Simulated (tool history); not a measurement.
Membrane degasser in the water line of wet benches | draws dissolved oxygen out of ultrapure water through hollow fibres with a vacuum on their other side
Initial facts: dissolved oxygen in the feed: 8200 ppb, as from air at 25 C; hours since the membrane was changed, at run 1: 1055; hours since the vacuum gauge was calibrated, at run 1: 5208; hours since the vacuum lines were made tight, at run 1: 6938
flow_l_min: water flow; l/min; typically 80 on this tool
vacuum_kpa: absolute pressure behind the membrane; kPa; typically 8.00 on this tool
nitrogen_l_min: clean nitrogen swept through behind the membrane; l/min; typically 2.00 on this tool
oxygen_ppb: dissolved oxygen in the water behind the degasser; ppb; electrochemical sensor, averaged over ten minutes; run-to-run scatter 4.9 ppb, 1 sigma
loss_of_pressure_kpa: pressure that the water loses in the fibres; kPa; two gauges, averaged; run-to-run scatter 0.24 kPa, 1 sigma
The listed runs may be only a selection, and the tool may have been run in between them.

run,hour,flow_l_min,vacuum_kpa,nitrogen_l_min,hours since the membrane was changed,hours since the vacuum gauge was calibrated,hours since the vacuum lines were made tight,oxygen_ppb,loss_of_pressure_kpa
1,0.0,80,8.00,2.00,1055,5208,6938,486.3,62.02
2,36.3,80,4.91,2.00,1092,5244,6974,260.7,61.81
3,73.8,80,4.91,2.00,1129,5282,7012,257.5,61.73
4,112.4,80,12.68,2.00,1168,5320,7050,817.6,61.83
5,144.6,80,9.98,2.00,1200,5352,7083,630.2,62.04
6,168.1,80,8.00,2.18,1223,5376,7106,472.2,62.06
7,196.9,80,8.00,2.18,1252,5405,7135,466.9,62.19
8,227.1,89,4.88,2.29,1282,5435,7165,303.5,68.82
9,269.5,58,11.63,1.20,1325,5477,7207,765.4,44.81
10,306.2,71,7.01,0.83,1362,5514,7244,588.2,55.29
11,353.0,71,7.01,0.83,1408,5561,7291,587.9,55.17

Consider 3 possible next runs. They are alternatives, not a sequence: every one starts from the tool as it was left by run 11. What does each give?
A,379.8,122,6.31,4.55,1435,5588,7318,?,?
B,379.8,85,18.59,1.04,1435,5588,7318,?,?
C,379.8,80,5.60,2.00,1435,5588,7318,?,?

run,oxygen_ppb,loss_of_pressure_kpa
A,563.1,95.00
B,1849.7,66.25
C,311.0,62.11
Take away the tool's hidden state, keep each run's random variation, and the runs would have read:
run,oxygen_ppb,loss_of_pressure_kpa
A,562.6,94.28
B,1849.2,65.75
C,310.4,61.64
